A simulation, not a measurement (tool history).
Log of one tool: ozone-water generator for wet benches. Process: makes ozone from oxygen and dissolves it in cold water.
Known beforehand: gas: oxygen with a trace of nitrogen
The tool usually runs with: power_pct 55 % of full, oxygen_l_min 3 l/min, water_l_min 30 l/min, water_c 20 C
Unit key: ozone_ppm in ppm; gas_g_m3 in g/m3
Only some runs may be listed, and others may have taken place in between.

{"run": 1, "hour": 0.0, "power_pct": 55, "oxygen_l_min": 3, "water_l_min": 30, "water_c": 20, "ozone_ppm": 7.8, "gas_g_m3": 145}
{"run": 2, "hour": 43.6, "power_pct": 55, "oxygen_l_min": 3, "water_l_min": 30, "water_c": 20, "ozone_ppm": 7.9, "gas_g_m3": 145.3}
{"run": 3, "hour": 84.8, "power_pct": 55, "oxygen_l_min": 3, "water_l_min": 30, "water_c": 20, "ozone_ppm": 7.9, "gas_g_m3": 144.5}
{"run": 4, "hour": 116.8, "power_pct": 55, "oxygen_l_min": 3, "water_l_min": 30, "water_c": 20, "ozone_ppm": 7.7, "gas_g_m3": 144.8}
{"run": 5, "hour": 162.6, "power_pct": 55, "oxygen_l_min": 3, "water_l_min": 30, "water_c": 20, "ozone_ppm": 8, "gas_g_m3": 143.2}
{"run": 6, "hour": 198.8, "power_pct": 55, "oxygen_l_min": 3, "water_l_min": 30, "water_c": 20, "ozone_ppm": 7.7, "gas_g_m3": 143}
{"run": 7, "hour": 241.3, "power_pct": 55, "oxygen_l_min": 3, "water_l_min": 30, "water_c": 20, "ozone_ppm": 7.6, "gas_g_m3": 143.2}
{"run": 8, "hour": 279.6, "power_pct": 55, "oxygen_l_min": 3, "water_l_min": 30, "water_c": 20, "ozone_ppm": 7.7, "gas_g_m3": 144}
{"run": 9, "hour": 304.9, "power_pct": 55, "oxygen_l_min": 3, "water_l_min": 30, "water_c": 20, "ozone_ppm": 7.8, "gas_g_m3": 143.8}
{"run": 10, "hour": 345.0, "power_pct": 95, "oxygen_l_min": 3.04, "water_l_min": 30, "water_c": 26, "ozone_ppm": 10.8, "gas_g_m3": 211.4}
{"run": 11, "hour": 390.8, "power_pct": 55, "oxygen_l_min": 4.73, "water_l_min": 46, "water_c": 20, "ozone_ppm": 5.3, "gas_g_m3": 110}
{"run": 12, "hour": 426.3, "power_pct": 58, "oxygen_l_min": 4.29, "water_l_min": 30, "water_c": 17, "ozone_ppm": 8.7, "gas_g_m3": 121.1}
{"run": 13, "hour": 466.4, "power_pct": 55, "oxygen_l_min": 3, "water_l_min": 40, "water_c": 14, "ozone_ppm": 5.7, "gas_g_m3": 143.9}
{"run": 14, "hour": 510.0, "power_pct": 55, "oxygen_l_min": 3, "water_l_min": 40, "water_c": 14, "ozone_ppm": 5.5, "gas_g_m3": 143.7}
{"run": 15, "hour": 548.9, "power_pct": 94, "oxygen_l_min": 3, "water_l_min": 23, "water_c": 14, "ozone_ppm": 15.7, "gas_g_m3": 209.3}

Forecast each of these 3 alternatives for the next run:
{"run": "A", "hour": 587.4, "power_pct": 53, "oxygen_l_min": 3, "water_l_min": 43, "water_c": 27, "ozone_ppm": "?", "gas_g_m3": "?"}
{"run": "B", "hour": 587.4, "power_pct": 42, "oxygen_l_min": 3, "water_l_min": 30, "water_c": 20, "ozone_ppm": "?", "gas_g_m3": "?"}
{"run": "C", "hour": 587.4, "power_pct": 94, "oxygen_l_min": 3, "water_l_min": 23, "water_c": 26, "ozone_ppm": "?", "gas_g_m3": "?"}

run=A ozone_ppm=4.5 gas_g_m3=138.9
run=B ozone_ppm=6.2 gas_g_m3=116.2
run=C ozone_ppm=13.8 gas_g_m3=210.2
What these runs would have given with no unlogged condition in the tool:
run=A ozone_ppm=5.3 gas_g_m3=147.4
run=B ozone_ppm=7 gas_g_m3=121.8
run=C ozone_ppm=16.1 gas_g_m3=230.6

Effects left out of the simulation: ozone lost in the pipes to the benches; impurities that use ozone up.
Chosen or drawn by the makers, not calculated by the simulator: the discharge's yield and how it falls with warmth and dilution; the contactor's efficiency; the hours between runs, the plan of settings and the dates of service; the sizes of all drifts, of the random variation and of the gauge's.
